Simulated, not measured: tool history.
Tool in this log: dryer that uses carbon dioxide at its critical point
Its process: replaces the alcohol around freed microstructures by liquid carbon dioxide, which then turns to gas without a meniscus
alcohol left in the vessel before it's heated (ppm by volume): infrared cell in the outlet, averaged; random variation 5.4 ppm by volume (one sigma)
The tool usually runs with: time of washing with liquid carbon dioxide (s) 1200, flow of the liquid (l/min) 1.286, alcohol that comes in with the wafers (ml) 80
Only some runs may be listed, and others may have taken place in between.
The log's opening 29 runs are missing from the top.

| run | hour | time of washing with liquid carbon dioxide (s) | flow of the liquid (l/min) | alcohol that comes in with the wafers (ml) | alcohol left in the vessel before it's heated (ppm by volume) |
|---|---|---|---|---|---|
|  | 1521.2 | inlet filter changed |
| 30 | 1561.5 | 1440 | 1.32 | 78 | 94 |
| 31 | 1612.6 | 1200 | 2.1 | 27 | 64 |
| 32 | 1684.5 | 1500 | 1.01 | 118 | 337 |
| 33 | 1728.9 | 1500 | 1.01 | 118 | 348 |
| 34 | 1783.3 | 1500 | 1.01 | 118 | 364 |
| 35 | 1828.3 | 1500 | 1.11 | 118 | 264 |
| 36 | 1864.8 | 780 | 0.86 | 80 | 2798 |
| 37 | 1935.9 | 1200 | 1.2 | 80 | 337 |
|  | 1996 | purifier's bed changed |
| 38 | 2003.1 | 1200 | 1.2 | 80 | 304 |
| 39 | 2065.8 | 780 | 1.07 | 51 | 1182 |
| 40 | 2122.5 | 780 | 1.07 | 51 | 1156 |
| 41 | 2191 | 840 | 1.18 | 63 | 938 |
| 42 | 2257.7 | 1740 | 1.286 | 80 | 47 |
| 43 | 2325.5 | 960 | 1.286 | 24 | 194 |
| 44 | 2388.3 | 1200 | 0.9 | 95 | 1344 |
| 45 | 2454.9 | 1860 | 1.22 | 28 | 34 |
| 46 | 2525.8 | 1080 | 1.22 | 50 | 392 |

Consider 3 possible next runs. They are alternatives, not a sequence: every one starts from the tool as it was left by run 46. What does each give?
|  | 2545.1 | inlet filter changed |
| A | 2587.9 | 1080 | 1.22 | 54 | ? |
|  | 2545.1 | inlet filter changed |
| B | 2587.9 | 1080 | 1.88 | 50 | ? |
|  | 2545.1 | inlet filter changed |
| C | 2587.9 | 1080 | 0.95 | 22 | ? |

| run | alcohol left in the vessel before it's heated (ppm by volume) |
|---|---|
| A | 220 |
| B | 39 |
| C | 248 |
Take away the tool's hidden state, keep each run's random variation, and the runs would have read:
| run | alcohol left in the vessel before it's heated (ppm by volume) |
|---|---|
| A | 196 |
| B | 20 |
| C | 225 |
